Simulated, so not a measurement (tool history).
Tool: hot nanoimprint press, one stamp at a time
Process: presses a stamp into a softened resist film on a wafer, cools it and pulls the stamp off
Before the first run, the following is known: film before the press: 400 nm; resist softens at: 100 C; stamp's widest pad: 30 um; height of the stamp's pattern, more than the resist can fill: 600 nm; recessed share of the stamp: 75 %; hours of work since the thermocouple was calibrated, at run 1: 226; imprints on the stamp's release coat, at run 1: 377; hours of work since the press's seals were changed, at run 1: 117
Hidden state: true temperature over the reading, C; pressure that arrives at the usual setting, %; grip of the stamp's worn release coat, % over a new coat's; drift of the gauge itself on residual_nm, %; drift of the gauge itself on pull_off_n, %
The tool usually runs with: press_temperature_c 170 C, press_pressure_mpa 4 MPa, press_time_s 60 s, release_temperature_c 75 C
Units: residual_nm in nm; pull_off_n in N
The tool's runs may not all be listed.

run     day  press_temperature_c  press_pressure_mpa  press_time_s  release_temperature_c  hours of work since the thermocouple was calibrated  imprints on the stamp's release coat  hours of work since the press's seals were changed  residual_nm  pull_off_n
  1       0                  170                   4            60                     75                                                  226                                   377                                                 117        177.1         130
  2   0.383                  165                   4            60                     75                                                  232                                   417                                                 123        230.3         128
  3   0.608                  170                   4            60                     75                                                  236                                   440                                                 127        175.8         132
  4   1.067                  170                   4            60                     75                                                  244                                   488                                                 135        175.6         128
  5   1.488                  170                   4            60                     75                                                  251                                   532                                                 142        174.9         132
  6   1.971                  170                2.44            60                     75                                                  259                                   583                                                 150        219.3         136
  7   2.446                  170                   4            82                     75                                                  266                                   633                                                 158        153.9         133
  8    2.85                  170                   4            60                     71                                                  273                                   675                                                 164        174.5         139
  9   3.096                  170                   4            60                     71                                                  277                                   700                                                 168        174.9         136
      3.412  -- stamp cleaned and given a new release coat
 10   3.829                  170                   4            60                     71                                                  285                                    43                                                 176        175.4         124
 11   4.042                  170                   4            60                     75                                                  289                                    65                                                 180        173.1         120
 12   4.529                  170                   4            60                     75                                                  297                                   116                                                 188        173.2         124
 13   4.779                  170                   4            60                     75                                                  301                                   142                                                 192        173.9         122
 14   4.979                  170                   4            60                     75                                                  304                                   163                                                 195          172         122
 15   5.183                  170                   4            60                     75                                                  308                                   185                                                 199        173.5         127
 16   5.579                  170                   4            60                     75                                                  314                                   226                                                 205        171.4         126
 17   5.817                  158                   4            60                     75                                                  318                                   251                                                 209        296.8         123
      5.971  -- plate thermocouple calibrated
 18   6.346                  158                   4            60                     75                                                    6                                   293                                                 216          294         122
 19   6.558                  158                   4            60                     75                                                   10                                   316                                                 219        290.3         124
 20   6.804                  170                   4            90                     75                                                   14                                   341                                                 223        143.1         126
 21   7.104                  170                3.36            84                     75                                                   19                                   373                                                 228        159.3         126
 22   7.362                  170                3.36            84                     75                                                   23                                   399                                                 233        161.1         128
 23   7.754                  170                4.35            84                     75                                                   29                                   440                                                 239        141.3         130
 24   8.117                  170                   4           113                     75                                                   35                                   479                                                 245        128.9         131
 25   8.454                  172                   4           113                     70                                                   41                                   514                                                 251        116.6         136
      8.642  -- plate thermocouple calibrated, once more
 26       9                  172                   4           113                     70                                                    6                                   558                                                 258        132.1         140
 27   9.479                  180                   4            52                     75                                                   14                                   608                                                 266          118         133
 28   9.917                  180                2.98            52                     75                                                   21                                   654                                                 273        137.9         134
 29  10.238                  180                2.98            52                     75                                                   26                                   687                                                 278        138.6         140

Alternative continuations, all from the tool just after run 29; predict every row:
     10.646  -- stamp cleaned and given a new release coat
  A  10.779                  170                3.18            65                     75                                                   31                                    14                                                 283            ?           ?
     10.646  -- stamp cleaned and given a new release coat
  B  10.779                  162                5.99            52                     63                                                   31                                    14                                                 283            ?           ?
     10.646  -- stamp cleaned and given a new release coat
  C  10.779                  181                4.64            52                     75                                                   31                                    14                                                 283            ?           ?
     10.646  -- stamp cleaned and given a new release coat
  D  10.779                  180                3.28            49                     81                                                   31                                    14                                                 283            ?           ?
     10.646  -- stamp cleaned and given a new release coat
  E  10.779                  180                3.66            31                     75                                                   31                                    14                                                 283            ?           ?

run  residual_nm  pull_off_n
  A        199.8         122
  B        243.6         131
  C          104         119
  D        134.5         118
  E        151.6         123
Take away the tool's hidden state, keep each run's random variation, and the runs would have read:
run  residual_nm  pull_off_n
  A        200.2         122
  B        243.5         131
  C          104         119
  D        134.7         118
  E        151.8         123
